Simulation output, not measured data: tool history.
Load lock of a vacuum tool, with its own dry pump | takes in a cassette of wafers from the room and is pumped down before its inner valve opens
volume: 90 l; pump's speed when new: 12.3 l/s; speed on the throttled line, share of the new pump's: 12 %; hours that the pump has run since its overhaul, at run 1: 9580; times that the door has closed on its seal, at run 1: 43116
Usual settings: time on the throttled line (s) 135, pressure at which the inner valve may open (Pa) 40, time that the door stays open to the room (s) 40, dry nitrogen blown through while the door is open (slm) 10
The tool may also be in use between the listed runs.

run      day  time on the throttled line (s)  pressure at which the inner valve may open (Pa)  time that the door stays open to the room (s)  dry nitrogen blown through while the door is open (slm)  hours that the pump has run since its overhaul  times that the door has closed on its seal  incoming humidity of the room's air, %  time from the closed door until the inner valve may open (s)  rise of the pressure with all valves shut (Pa/min)
  1    0.000                             135                                               40                                             40                                                       10                                            9580                                       43116                                    44.3                                                         181.3                                               0.137
  2   16.896                             135                                               30                                             40                                                       10                                            9986                                       43826                                    48.3                                                         183.8                                               0.141
  3   32.846                             135                                               30                                             40                                                       10                                           10368                                       44496                                    45.0                                                         184.7                                               0.139
  4   45.812                             135                                               30                                             40                                                       10                                           10680                                       45041                                    47.0                                                         184.3                                               0.139
  5   73.229                             135                                               40                                             84                                                       10                                           11338                                       46192                                    46.0                                                         183.6                                               0.160
  6   97.850                             135                                               40                                             84                                                       10                                           11928                                       47226                                    44.6                                                         183.2                                               0.155
  7  114.454                             135                                               40                                             40                                                       10                                           12327                                       47924                                    45.1                                                         182.8                                               0.148
  8  144.196                             135                                               40                                             40                                                       10                                           13041                                       49173                                    46.5                                                         183.1                                               0.150
  9  169.808                             135                                               40                                             40                                                        6                                           13655                                       50249                                    43.4                                                         184.8                                               0.168
 10  192.629                             135                                               40                                             40                                                        6                                           14203                                       51207                                    41.7                                                         184.0                                               0.169
 11  210.142                             135                                               40                                             40                                                        6                                           14623                                       51943                                    45.6                                                         184.0                                               0.172
 12  229.846                             135                                               40                                             40                                                        6                                           15096                                       52770                                    46.3                                                         184.1                                               0.172
     260.183  -- dry pump taken out, an overhauled one fitted
 13  260.388                             135                                               40                                             40                                                       10                                               5                                       54043                                    44.6                                                         176.8                                               0.174
 14  279.088                             135                                               40                                             40                                                       10                                             454                                       54828                                    43.2                                                         176.5                                               0.183
 15  294.333                             135                                               32                                             36                                                       13                                             820                                       55468                                    46.8                                                         179.2                                               0.176
 16  322.204                             135                                               45                                             40                                                       10                                            1489                                       56639                                    48.5                                                         176.9                                               0.188
 17  344.162                             135                                               45                                            124                                                       10                                            2016                                       57561                                    43.5                                                         177.3                                               0.208
 18  369.846                             135                                               45                                            124                                                       10                                            2632                                       58640                                    45.5                                                         177.0                                               0.216
 19  390.675                              77                                               40                                             40                                                       14                                            3132                                       59515                                    46.0                                                         127.4                                               0.192
 20  411.133                              77                                               40                                             40                                                       14                                            3623                                       60374                                    45.0                                                         128.0                                               0.197
 21  430.771                             135                                               40                                             50                                                        8                                            4094                                       61199                                    44.7                                                         179.1                                               0.216
 22  445.658                             135                                               76                                             54                                                        8                                            4451                                       61824                                    46.9                                                         174.1                                               0.223
 23  475.729                             135                                               76                                             54                                                        8                                            5173                                       63087                                    45.6                                                         174.5                                               0.223
 24  488.842                             121                                               68                                             85                                                       37                                            5488                                       63638                                    41.6                                                         163.1                                               0.206
 25  501.938                             121                                               68                                             85                                                       37                                            5802                                       64188                                    47.7                                                         162.4                                               0.216
 26  532.638                             121                                               68                                             34                                                       37                                            6539                                       65477                                    42.2                                                         162.7                                               0.205

Forecast run 27:
 27  555.617                             122                                               68                                            174                                                        8                                            7090                                       66442                                    43.1                                                             ?                                                   ?

{"run 27": {"time from the closed door until the inner valve may open (s)": 164.7, "rise of the pressure with all valves shut (Pa/min)": 0.274}}
Without the tool's hidden state the same run would have given time from the closed door until the inner valve may open (s) 161.0, rise of the pressure with all valves shut (Pa/min) 0.066.
